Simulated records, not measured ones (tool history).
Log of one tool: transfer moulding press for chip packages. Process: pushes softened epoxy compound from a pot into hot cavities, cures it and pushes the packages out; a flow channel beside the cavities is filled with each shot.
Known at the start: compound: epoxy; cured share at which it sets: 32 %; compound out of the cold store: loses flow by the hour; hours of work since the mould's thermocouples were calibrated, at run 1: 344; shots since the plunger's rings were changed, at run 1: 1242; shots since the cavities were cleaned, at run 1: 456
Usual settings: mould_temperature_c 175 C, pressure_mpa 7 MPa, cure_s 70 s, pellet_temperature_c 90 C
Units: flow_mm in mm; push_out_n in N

run  hour  mould_temperature_c  pressure_mpa  cure_s  pellet_temperature_c  hours of work since the mould's thermocouples were calibrated  shots since the plunger's rings were changed  shots since the cavities were cleaned  incoming compound's hours out of the cold store  flow_mm  push_out_n
  1     0                  175             7      70                    90                                                            344                                          1242                                    456                                             15.2      634         692
      6.2  -- cavities cleaned with cleaning compound and waxed
  2   8.5                  175             7      70                    90                                                            349                                          1353                                     37                                             19.8      607         564
  3    17                  175             7      70                    84                                                            356                                          1487                                    171                                              8.9      640         666
  4  25.4                  175             7      70                    90                                                            362                                          1619                                    303                                             33.2      557         601
  5    34                  175             7      70                   100                                                            368                                          1756                                    440                                             37.8      544         623
     41.6  -- cavities cleaned with cleaning compound and waxed
  6  43.2                  174             7      77                    86                                                            374                                          1877                                     25                                             30.6      570         480
  7  50.1                  175          5.36      87                    90                                                            379                                          1986                                    134                                             21.5      524         438
  8  60.8                  175          6.01      70                    82                                                            387                                          2155                                    303                                             22.5      559         689
  9  68.9                  181          5.31      70                    86                                                            393                                          2283                                    431                                             44.2      445         489
     76.5  -- cavities cleaned with cleaning compound and waxed
 10  82.9                  175          7.74      70                    90                                                            402                                          2480                                    100                                             46.9      537         543

Forecast each of these 5 alternatives for the next run:
  A  96.2                  175          5.56      70                    90                                                            412                                          2690                                    310                                             37.5        ?           ?
  B  96.2                  172          6.62      70                    90                                                            412                                          2690                                    310                                             26.9        ?           ?
  C  96.2                  175          5.45      85                    90                                                            412                                          2690                                    310                                             38.3        ?           ?
  D  96.2                  176          5.42      70                    90                                                            412                                          2690                                    310                                             33.9        ?           ?
  E  96.2                  175          7.54      70                    90                                                            412                                          2690                                    310                                             23.8        ?           ?

run  flow_mm  push_out_n
  A      479         614
  B      561         764
  C      473         472
  D      481         607
  E      601         650
Without the tool's hidden state the same runs would have given:
run  flow_mm  push_out_n
  A      500         517
  B      585         647
  C      494         393
  D      502         511
  E      627         549
